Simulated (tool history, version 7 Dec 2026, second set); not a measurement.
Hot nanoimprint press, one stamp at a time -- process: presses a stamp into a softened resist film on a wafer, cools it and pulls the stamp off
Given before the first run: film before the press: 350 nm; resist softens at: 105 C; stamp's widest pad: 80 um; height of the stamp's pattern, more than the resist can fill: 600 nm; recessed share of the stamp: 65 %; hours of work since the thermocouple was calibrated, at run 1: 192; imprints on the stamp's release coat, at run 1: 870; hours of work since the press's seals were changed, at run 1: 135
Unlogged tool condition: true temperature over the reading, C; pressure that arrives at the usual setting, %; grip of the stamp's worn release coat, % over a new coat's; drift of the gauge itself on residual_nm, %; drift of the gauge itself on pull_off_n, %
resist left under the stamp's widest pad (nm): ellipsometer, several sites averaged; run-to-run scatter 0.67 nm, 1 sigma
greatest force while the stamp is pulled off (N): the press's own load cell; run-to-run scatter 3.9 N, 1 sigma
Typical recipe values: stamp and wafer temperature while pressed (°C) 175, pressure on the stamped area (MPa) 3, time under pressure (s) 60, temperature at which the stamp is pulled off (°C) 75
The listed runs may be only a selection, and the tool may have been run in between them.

run	hour	stamp and wafer temperature while pressed (°C)	pressure on the stamped area (MPa)	time under pressure (s)	temperature at which the stamp is pulled off (°C)	hours of work since the thermocouple was calibrated	imprints on the stamp's release coat	hours of work since the press's seals were changed	resist left under the stamp's widest pad (nm)	greatest force while the stamp is pulled off (N)
1	0	175	3	60	75	192	870	135	157.2	268
2	9.8	175	3	60	75	197	900	140	156.8	271
3	26.1	175	3.38	60	75	204	949	148	149.6	282
4	36.1	175	3	60	75	209	979	152	156.8	282
5	53.8	175	3	60	75	217	1033	161	156.4	287
6	69.6	175	3	60	75	225	1080	168	157.3	289
7	83.3	175	3	60	75	231	1122	174	156.4	284
8	97.6	175	3	60	69	238	1165	181	156.6	348
9	109.8	175	3	60	69	244	1201	187	157.3	333
10	129.4	175	3	60	69	253	1260	196	158.8	353
11	149	175	3	31	69	262	1320	205	201.3	360
12	167.2	175	3.8	60	75	271	1374	214	143.2	314
13	187.4	175	3.8	60	70	280	1435	223	143.9	370
14	208	175	3	40	75	290	1497	233	184.4	321
# hour 212.7: plate thermocouple calibrated
15	230.4	175	3	60	78	8	1556	242	162	304
16	241.7	175	3	60	78	14	1590	247	161.1	311
17	255.7	175	3	60	78	20	1632	254	162.3	325
18	277.4	182	2.93	33	61	30	1697	264	148	485
19	289.7	184	4.3	73	61	36	1735	270	79.6	483
20	305	184	4.14	73	60	43	1781	277	80.5	499
# hour 316.8: plate thermocouple calibrated, once more
21	329.9	177	4.14	42	60	6	1847	287	141.8	517
22	349.6	171	2.73	116	81	15	1906	296	150.6	304
23	370.9	171	2.73	116	81	25	1970	306	152	310
24	382.5	182	4.48	116	81	31	2005	312	66	325
25	403.8	182	2.36	42	81	41	2069	322	139.8	316
26	420.3	182	3.23	45	81	49	2119	330	119.3	317
27	436.5	182	3.23	45	81	56	2168	337	119.3	338
28	458.3	177	4.46	44	74	66	2234	347	136.1	418
29	477.3	177	4.46	44	74	75	2291	356	135.5	416
30	494.1	177	4.46	111	74	83	2341	364	90.8	428
31	505.8	175	2.06	34	79	89	2377	370	217.5	377

3 ways to go on from here, each from the tool as it stands after run 31. What would each give?
A	517.3	175	3	32	75	94	2411	375	?	?
B	517.3	186	3.86	34	79	94	2411	375	?	?
C	517.3	175	3.41	95	79	94	2411	375	?	?

run	resist left under the stamp's widest pad (nm)	greatest force while the stamp is pulled off (N)
A	196.7	415
B	103.9	370
C	121.7	361
Without the tool's hidden state the same runs would have given:
run	resist left under the stamp's widest pad (nm)	greatest force while the stamp is pulled off (N)
A	193	190
B	101.2	169
C	118.6	164
